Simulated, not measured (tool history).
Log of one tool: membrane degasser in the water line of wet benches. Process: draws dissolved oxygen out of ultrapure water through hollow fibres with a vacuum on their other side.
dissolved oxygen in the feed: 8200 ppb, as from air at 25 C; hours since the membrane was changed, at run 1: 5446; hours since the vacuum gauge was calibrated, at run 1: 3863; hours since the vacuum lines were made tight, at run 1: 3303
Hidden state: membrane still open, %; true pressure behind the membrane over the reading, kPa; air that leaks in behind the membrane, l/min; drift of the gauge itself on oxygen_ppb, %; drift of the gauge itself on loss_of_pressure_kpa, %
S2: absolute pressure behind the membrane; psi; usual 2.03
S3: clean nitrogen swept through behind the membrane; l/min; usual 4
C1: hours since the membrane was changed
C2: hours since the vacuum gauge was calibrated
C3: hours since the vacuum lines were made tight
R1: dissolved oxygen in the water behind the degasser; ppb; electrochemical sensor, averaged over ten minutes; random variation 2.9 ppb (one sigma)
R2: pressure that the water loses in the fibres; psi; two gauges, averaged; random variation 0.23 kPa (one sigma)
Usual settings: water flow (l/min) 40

{"run": 1, "hour": 0.0, "water flow (l/min)": 40, "S2": 2.03, "S3": 4, "C1": 5446, "C2": 3863, "C3": 3303, "R1": 284.1, "R2": 8.524}
{"run": 2, "hour": 92.6, "water flow (l/min)": 40, "S2": 2.03, "S3": 4, "C1": 5538, "C2": 3956, "C3": 3395, "R1": 281.8, "R2": 8.549}
{"run": 3, "hour": 250.3, "water flow (l/min)": 40, "S2": 2.03, "S3": 4, "C1": 5696, "C2": 4113, "C3": 3553, "R1": 283.6, "R2": 8.524}
{"run": 4, "hour": 435.4, "water flow (l/min)": 40, "S2": 2.03, "S3": 4, "C1": 5881, "C2": 4299, "C3": 3738, "R1": 283, "R2": 8.562}
{"run": 5, "hour": 584.7, "water flow (l/min)": 40, "S2": 2.03, "S3": 4, "C1": 6030, "C2": 4448, "C3": 3887, "R1": 282, "R2": 8.517}
{"run": 6, "hour": 766.0, "water flow (l/min)": 40, "S2": 2.03, "S3": 4, "C1": 6212, "C2": 4629, "C3": 4069, "R1": 287.1, "R2": 8.518}
{"run": 7, "hour": 911.6, "water flow (l/min)": 40, "S2": 3.52, "S3": 4, "C1": 6357, "C2": 4775, "C3": 4214, "R1": 511.9, "R2": 8.491}
{"run": 8, "hour": 996.8, "water flow (l/min)": 40, "S2": 3.52, "S3": 4, "C1": 6442, "C2": 4860, "C3": 4300, "R1": 504.1, "R2": 8.583}
{"run": 9, "hour": 1157.5, "water flow (l/min)": 40, "S2": 1.23, "S3": 4, "C1": 6603, "C2": 5021, "C3": 4460, "R1": 162.4, "R2": 8.553}
{"run": 10, "hour": 1314.2, "water flow (l/min)": 40, "S2": 2.36, "S3": 4, "C1": 6760, "C2": 5177, "C3": 4617, "R1": 331.2, "R2": 8.585}
{"run": 11, "hour": 1479.6, "water flow (l/min)": 40, "S2": 2.36, "S3": 4, "C1": 6925, "C2": 5343, "C3": 4782, "R1": 327.5, "R2": 8.582}
{"run": 12, "hour": 1588.8, "water flow (l/min)": 40, "S2": 2.36, "S3": 4, "C1": 7034, "C2": 5452, "C3": 4892, "R1": 336.2, "R2": 8.585}
{"run": 13, "hour": 1719.3, "water flow (l/min)": 40, "S2": 2.36, "S3": 4, "C1": 7165, "C2": 5582, "C3": 5022, "R1": 335.4, "R2": 8.615}
{"hour": 1773.7, "done": "vacuum gauge calibrated"}
{"run": 14, "hour": 1840.2, "water flow (l/min)": 40, "S2": 2.36, "S3": 4, "C1": 7285, "C2": 67, "C3": 5142, "R1": 333.5, "R2": 8.634}
{"run": 15, "hour": 2038.9, "water flow (l/min)": 40, "S2": 2.36, "S3": 4, "C1": 7484, "C2": 265, "C3": 5341, "R1": 330.9, "R2": 8.618}
{"run": 16, "hour": 2125.7, "water flow (l/min)": 40, "S2": 2.36, "S3": 4, "C1": 7571, "C2": 352, "C3": 5428, "R1": 333.7, "R2": 8.58}
{"run": 17, "hour": 2256.2, "water flow (l/min)": 43, "S2": 2.03, "S3": 1.95, "C1": 7701, "C2": 483, "C3": 5558, "R1": 536.7, "R2": 9.235}
{"run": 18, "hour": 2413.0, "water flow (l/min)": 43, "S2": 2.03, "S3": 1.95, "C1": 7858, "C2": 639, "C3": 5715, "R1": 543.4, "R2": 9.258}
{"run": 19, "hour": 2523.5, "water flow (l/min)": 43, "S2": 2.03, "S3": 1.95, "C1": 7969, "C2": 750, "C3": 5826, "R1": 539.9, "R2": 9.287}
{"run": 20, "hour": 2685.5, "water flow (l/min)": 41, "S2": 3.26, "S3": 11.89, "C1": 8131, "C2": 912, "C3": 5988, "R1": 200, "R2": 8.881}
{"hour": 2763.1, "done": "seals of the vacuum lines changed"}
{"run": 21, "hour": 2845.3, "water flow (l/min)": 41, "S2": 3.26, "S3": 11.89, "C1": 8289, "C2": 1070, "C3": 82, "R1": 197, "R2": 8.86}
{"run": 22, "hour": 2962.3, "water flow (l/min)": 32, "S2": 3.55, "S3": 10.53, "C1": 8406, "C2": 1187, "C3": 199, "R1": 182.3, "R2": 6.96}
{"run": 23, "hour": 3072.3, "water flow (l/min)": 62, "S2": 4.15, "S3": 9.14, "C1": 8516, "C2": 1297, "C3": 309, "R1": 460.8, "R2": 13.409}
{"run": 24, "hour": 3258.3, "water flow (l/min)": 62, "S2": 4.15, "S3": 9.14, "C1": 8701, "C2": 1483, "C3": 495, "R1": 460.8, "R2": 13.393}
{"run": 25, "hour": 3457.3, "water flow (l/min)": 51, "S2": 4.15, "S3": 8.41, "C1": 8900, "C2": 1682, "C3": 694, "R1": 414.3, "R2": 11.056}
{"run": 26, "hour": 3574.2, "water flow (l/min)": 60, "S2": 2.03, "S3": 4.15, "C1": 9017, "C2": 1799, "C3": 811, "R1": 420.9, "R2": 13.033}
{"run": 27, "hour": 3777.0, "water flow (l/min)": 35, "S2": 1.31, "S3": 4.15, "C1": 9220, "C2": 2001, "C3": 1014, "R1": 145.6, "R2": 7.622}
{"run": 28, "hour": 3957.5, "water flow (l/min)": 40, "S2": 2.9, "S3": 3.45, "C1": 9401, "C2": 2182, "C3": 1194, "R1": 467.2, "R2": 8.71}
{"hour": 4008.9, "done": "gauge calibrated"}
{"run": 29, "hour": 4139.4, "water flow (l/min)": 49, "S2": 1.45, "S3": 4, "C1": 9583, "C2": 2364, "C3": 1376, "R1": 241.1, "R2": 10.48}
{"run": 30, "hour": 4293.0, "water flow (l/min)": 49, "S2": 1.45, "S3": 4, "C1": 9736, "C2": 2517, "C3": 1530, "R1": 236.4, "R2": 10.438}
{"run": 31, "hour": 4417.1, "water flow (l/min)": 29, "S2": 4.53, "S3": 4.32, "C1": 9860, "C2": 2641, "C3": 1654, "R1": 453.9, "R2": 6.202}

Measured less the same run without the tool's hidden state. The same run-to-run variation is in both; the gauge's scatter may not be:
run=1 R2=+0.009
run=2 R2=+0.013
run=3 R2=+0.022
run=4 R2=+0.03
run=5 R2=+0.038
run=6 R2=+0.046
run=7 R2=+0.052
run=8 R2=+0.058
run=9 R2=+0.065
run=10 R2=+0.074
run=11 R2=+0.081
run=12 R2=+0.087
run=13 R2=+0.094
run=14 R2=+0.1
run=15 R2=+0.109
run=16 R2=+0.113
run=17 R2=+0.128
run=18 R2=+0.138
run=19 R2=+0.142
run=20 R2=+0.144
run=21 R2=+0.152
run=22 R2=+0.123
run=23 R2=+0.247
run=24 R2=+0.26
run=25 R2=+0.226
run=26 R2=+0.276
run=27 R2=+0.168
run=28 R2=+0.202
run=29 R2=+0.028
run=30 R2=+0.036
run=31 R2=+0.026
R1: within 0.7 ppb of the measured result in every run.
